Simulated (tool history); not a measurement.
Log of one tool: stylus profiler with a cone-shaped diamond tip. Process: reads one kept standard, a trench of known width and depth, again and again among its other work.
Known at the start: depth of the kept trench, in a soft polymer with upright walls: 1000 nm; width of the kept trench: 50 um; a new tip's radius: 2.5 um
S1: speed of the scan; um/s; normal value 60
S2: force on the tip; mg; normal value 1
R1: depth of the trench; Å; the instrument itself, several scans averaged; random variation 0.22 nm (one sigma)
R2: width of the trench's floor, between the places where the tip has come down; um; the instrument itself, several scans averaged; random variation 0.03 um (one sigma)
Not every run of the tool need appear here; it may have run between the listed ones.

{"run": 1, "hour": 0.0, "S1": 60, "S2": 1, "R1": 10035.6, "R2": 45.65}
{"run": 2, "hour": 38.6, "S1": 60, "S2": 1, "R1": 10034.2, "R2": 45.67}
{"run": 3, "hour": 68.1, "S1": 60, "S2": 1, "R1": 10035.9, "R2": 45.57}
{"run": 4, "hour": 105.8, "S1": 60, "S2": 2.62, "R1": 10072, "R2": 45.61}
{"run": 5, "hour": 124.9, "S1": 60, "S2": 0.44, "R1": 10015.2, "R2": 45.45}
{"run": 6, "hour": 159.2, "S1": 119, "S2": 1, "R1": 10031.8, "R2": 45.3}
{"run": 7, "hour": 196.4, "S1": 119, "S2": 1, "R1": 10029.2, "R2": 45.3}
{"run": 8, "hour": 220.3, "S1": 60, "S2": 1, "R1": 10031.6, "R2": 45.42}
{"run": 9, "hour": 245.5, "S1": 60, "S2": 1, "R1": 10027.7, "R2": 45.38}
{"run": 10, "hour": 267.7, "S1": 60, "S2": 1, "R1": 10029.5, "R2": 45.4}
{"run": 11, "hour": 290.4, "S1": 60, "S2": 1, "R1": 10028, "R2": 45.38}
{"run": 12, "hour": 330.8, "S1": 60, "S2": 0.37, "R1": 10005.3, "R2": 45.25}
{"run": 13, "hour": 355.2, "S1": 60, "S2": 0.37, "R1": 10000.1, "R2": 45.2}
{"run": 14, "hour": 389.7, "S1": 60, "S2": 0.48, "R1": 10009.6, "R2": 45.16}
{"run": 15, "hour": 422.4, "S1": 60, "S2": 1, "R1": 10024.4, "R2": 45.24}
{"run": 16, "hour": 459.4, "S1": 60, "S2": 1, "R1": 10020.1, "R2": 45.18}
{"run": 17, "hour": 496.0, "S1": 60, "S2": 1, "R1": 10023.4, "R2": 45.19}
{"run": 18, "hour": 514.5, "S1": 60, "S2": 1.62, "R1": 10037.3, "R2": 45.2}
{"hour": 518.3, "done": "height scale calibrated on a step standard"}
{"run": 19, "hour": 556.0, "S1": 60, "S2": 1.62, "R1": 10018.2, "R2": 45.21}
{"run": 20, "hour": 580.8, "S1": 60, "S2": 1.92, "R1": 10023.1, "R2": 45.22}
{"run": 21, "hour": 620.1, "S1": 66, "S2": 1, "R1": 9997.9, "R2": 45.05}
{"run": 22, "hour": 655.4, "S1": 60, "S2": 1.28, "R1": 10008.6, "R2": 45.06}
{"run": 23, "hour": 676.9, "S1": 60, "S2": 1, "R1": 10001.3, "R2": 44.99}
{"run": 24, "hour": 711.9, "S1": 58, "S2": 2.16, "R1": 10022.3, "R2": 45.05}
{"hour": 721.1, "done": "height scale calibrated on a step standard, once more"}
{"run": 25, "hour": 730.4, "S1": 22, "S2": 1.62, "R1": 10062.1, "R2": 45.11}
{"run": 26, "hour": 767.1, "S1": 22, "S2": 1.62, "R1": 10059, "R2": 45.03}
{"run": 27, "hour": 785.1, "S1": 22, "S2": 1.62, "R1": 10062.5, "R2": 45}
{"run": 28, "hour": 817.6, "S1": 22, "S2": 1.62, "R1": 10055.7, "R2": 44.99}
{"run": 29, "hour": 839.2, "S1": 67, "S2": 1.47, "R1": 10054.2, "R2": 44.91}
{"run": 30, "hour": 857.7, "S1": 60, "S2": 0.5, "R1": 10024.8, "R2": 44.85}
{"run": 31, "hour": 882.6, "S1": 25, "S2": 1, "R1": 10036.3, "R2": 45.01}
{"run": 32, "hour": 919.0, "S1": 101, "S2": 2.03, "R1": 10062.1, "R2": 44.81}
{"run": 33, "hour": 958.6, "S1": 101, "S2": 2.03, "R1": 10061.4, "R2": 44.79}
{"run": 34, "hour": 996.0, "S1": 101, "S2": 1.38, "R1": 10048.4, "R2": 44.7}
{"run": 35, "hour": 1035.8, "S1": 135, "S2": 0.86, "R1": 10028.9, "R2": 44.51}
{"run": 36, "hour": 1070.1, "S1": 58, "S2": 1.63, "R1": 10052.5, "R2": 44.72}
{"run": 37, "hour": 1096.1, "S1": 23, "S2": 1.92, "R1": 10055.1, "R2": 44.84}
{"run": 38, "hour": 1136.3, "S1": 20, "S2": 2.67, "R1": 10072.5, "R2": 44.75}
{"run": 39, "hour": 1175.3, "S1": 33, "S2": 1.42, "R1": 10042.9, "R2": 44.7}
{"run": 40, "hour": 1214.8, "S1": 33, "S2": 1.42, "R1": 10040, "R2": 44.66}
{"run": 41, "hour": 1252.5, "S1": 33, "S2": 1.42, "R1": 10043.2, "R2": 44.66}
{"run": 42, "hour": 1274.5, "S1": 60, "S2": 0.51, "R1": 10010, "R2": 44.56}
{"run": 43, "hour": 1301.9, "S1": 37, "S2": 1.42, "R1": 10036.8, "R2": 44.57}
{"run": 44, "hour": 1320.8, "S1": 37, "S2": 1.42, "R1": 10036, "R2": 44.55}
{"run": 45, "hour": 1345.5, "S1": 234, "S2": 1.02, "R1": 10025.1, "R2": 44.06}

Results per run with the tool's hidden condition removed, run-to-run variation unchanged:
Hidden conditions of the tool in this case: radius of the tip, um; height scale over the true one, %; drift of the gauge itself on depth_nm, %; drift of the gauge itself on floor_um, %.
run=1 R1=10044.5 R2=45.85
run=2 R1=10044.1 R2=45.9
run=3 R1=10046.7 R2=45.83
run=4 R1=10084 R2=45.91
run=5 R1=10027.7 R2=45.76
run=6 R1=10045.3 R2=45.65
run=7 R1=10043.9 R2=45.69
run=8 R1=10046.9 R2=45.82
run=9 R1=10043.7 R2=45.81
run=10 R1=10046.1 R2=45.85
run=11 R1=10045.4 R2=45.85
run=12 R1=10023.9 R2=45.75
run=13 R1=10019.3 R2=45.73
run=14 R1=10030 R2=45.72
run=15 R1=10045.7 R2=45.82
run=16 R1=10042.6 R2=45.8
run=17 R1=10047 R2=45.84
run=18 R1=10061.5 R2=45.87
run=19 R1=10060.6 R2=45.92
run=20 R1=10066.3 R2=45.95
run=21 R1=10042.1 R2=45.81
run=22 R1=10053.9 R2=45.85
run=23 R1=10047.2 R2=45.81
run=24 R1=10069.4 R2=45.89
run=25 R1=10062.7 R2=45.97
run=26 R1=10060.6 R2=45.92
run=27 R1=10064.7 R2=45.9
run=28 R1=10058.9 R2=45.91
run=29 R1=10058 R2=45.85
run=30 R1=10029.2 R2=45.81
run=31 R1=10041.3 R2=45.99
run=32 R1=10068.3 R2=45.82
run=33 R1=10068.8 R2=45.83
run=34 R1=10056.9 R2=45.77
run=35 R1=10038.6 R2=45.61
run=36 R1=10063.4 R2=45.84
run=37 R1=10066.7 R2=45.99
run=38 R1=10085.3 R2=45.93
run=39 R1=10056.8 R2=45.91
run=40 R1=10055.1 R2=45.9
run=41 R1=10059.5 R2=45.93
run=42 R1=10026.9 R2=45.84
run=43 R1=10054.6 R2=45.88
run=44 R1=10054.3 R2=45.87
run=45 R1=10044.1 R2=45.4

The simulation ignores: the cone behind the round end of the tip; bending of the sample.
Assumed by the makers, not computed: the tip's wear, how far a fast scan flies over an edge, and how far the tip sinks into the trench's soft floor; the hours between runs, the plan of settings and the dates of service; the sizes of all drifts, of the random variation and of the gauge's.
